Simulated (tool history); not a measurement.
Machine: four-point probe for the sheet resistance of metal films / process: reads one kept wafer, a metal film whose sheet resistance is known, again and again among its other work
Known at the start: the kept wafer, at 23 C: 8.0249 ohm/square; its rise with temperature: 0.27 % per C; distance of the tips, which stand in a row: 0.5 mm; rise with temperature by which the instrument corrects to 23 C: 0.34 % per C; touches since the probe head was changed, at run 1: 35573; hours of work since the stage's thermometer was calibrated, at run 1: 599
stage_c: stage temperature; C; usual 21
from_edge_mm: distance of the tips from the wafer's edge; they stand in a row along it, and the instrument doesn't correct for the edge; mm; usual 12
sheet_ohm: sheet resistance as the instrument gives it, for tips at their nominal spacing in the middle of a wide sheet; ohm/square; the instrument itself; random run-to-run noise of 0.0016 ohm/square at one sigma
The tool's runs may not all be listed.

run,day,stage_c,from_edge_mm,touches since the probe head was changed,hours of work since the stage's thermometer was calibrated,sheet_ohm
1,0,21,12,35573,599,8.029031
2,3.067,21,12,38650,636,8.027212
3,5.554,21,12,41142,666,8.027839
4,8.454,28,12,44053,701,7.985594
5,11.817,28,12,47427,741,7.983595
6,13.925,21,20,49540,767,8.018644
7,15.838,21,12,51459,790,8.021144
8,18.938,30,12,54566,827,7.966043
9,21.954,28,49,57594,864,7.97264
10,23.908,34,9,59552,887,7.949493

What does the tool deliver on the next run?
11,27.408,35,12,63064,930,?

{"run 11": {"sheet_ohm": 7.940386}}
Were there no unlogged condition in the tool, this run, its random variation unchanged, would have produced sheet_ohm 7.965241 ohm/square.

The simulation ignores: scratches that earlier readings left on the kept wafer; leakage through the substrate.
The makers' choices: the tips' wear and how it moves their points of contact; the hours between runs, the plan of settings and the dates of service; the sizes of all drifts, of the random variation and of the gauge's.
